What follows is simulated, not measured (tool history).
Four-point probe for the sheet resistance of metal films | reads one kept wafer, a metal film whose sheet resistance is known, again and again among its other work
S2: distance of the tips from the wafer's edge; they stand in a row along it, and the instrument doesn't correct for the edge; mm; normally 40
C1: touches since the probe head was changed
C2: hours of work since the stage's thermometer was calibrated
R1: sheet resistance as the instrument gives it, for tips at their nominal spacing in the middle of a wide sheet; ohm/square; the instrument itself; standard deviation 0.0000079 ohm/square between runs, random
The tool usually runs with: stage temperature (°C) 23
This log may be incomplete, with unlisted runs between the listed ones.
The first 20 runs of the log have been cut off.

run 21 hour=347.8 | stage_temperature_(°C)=24 S2=11 | C1=26363 C2=144 | R1=0.039453
run 22 hour=370.0 | stage_temperature_(°C)=29 S2=3 | C1=26983 C2=159 | R1=0.040201
run 23 hour=393.4 | stage_temperature_(°C)=29 S2=4 | C1=27641 C2=175 | R1=0.039832
run 24 hour=416.4 | stage_temperature_(°C)=19 S2=40 | C1=28286 C2=191 | R1=0.039509
run 25 hour=428.6 | stage_temperature_(°C)=19 S2=40 | C1=28627 C2=199 | R1=0.039495
run 26 hour=447.2 | stage_temperature_(°C)=18 S2=40 | C1=29150 C2=212 | R1=0.039525
run 27 hour=469.0 | stage_temperature_(°C)=23 S2=4 | C1=29761 C2=226 | R1=0.039941
run 28 hour=493.4 | stage_temperature_(°C)=19 S2=43 | C1=30444 C2=243 | R1=0.039498
run 29 hour=505.7 | stage_temperature_(°C)=22 S2=8 | C1=30789 C2=251 | R1=0.039558
run 30 hour=518.7 | stage_temperature_(°C)=27 S2=51 | C1=31153 C2=260 | R1=0.039350
run 31 hour=530.3 | stage_temperature_(°C)=22 S2=53 | C1=31477 C2=268 | R1=0.039445
run 32 hour=543.2 | stage_temperature_(°C)=23 S2=68 | C1=31841 C2=276 | R1=0.039440
run 33 hour=566.0 | stage_temperature_(°C)=29 S2=11 | C1=32478 C2=292 | R1=0.039380
run 34 hour=586.3 | stage_temperature_(°C)=28 S2=64 | C1=33049 C2=306 | R1=0.039320
run 35 hour=607.3 | stage_temperature_(°C)=28 S2=64 | C1=33638 C2=320 | R1=0.039322
run 36 hour=628.9 | stage_temperature_(°C)=19 S2=58 | C1=34243 C2=334 | R1=0.039528
run 37 hour=639.6 | stage_temperature_(°C)=32 S2=3 | C1=34543 C2=342 | R1=0.040154

Here are 5 independent what-if runs from the current tool condition. What would each one return?
run A hour=661.6 | stage_temperature_(°C)=32 S2=35 | C1=35158 C2=357 | R1=?
run B hour=661.6 | stage_temperature_(°C)=33 S2=4 | C1=35158 C2=357 | R1=?
run C hour=661.6 | stage_temperature_(°C)=31 S2=65 | C1=35158 C2=357 | R1=?
run D hour=661.6 | stage_temperature_(°C)=20 S2=42 | C1=35158 C2=357 | R1=?
run E hour=661.6 | stage_temperature_(°C)=23 S2=5 | C1=35158 C2=357 | R1=?

run=A R1=0.039252
run=B R1=0.039754
run=C R1=0.039273
run=D R1=0.039512
run=E R1=0.039768
Without the tool's unlogged condition, the same runs would have read:
run=A R1=0.039121
run=B R1=0.039622
run=C R1=0.039142
run=D R1=0.039380
run=E R1=0.039635
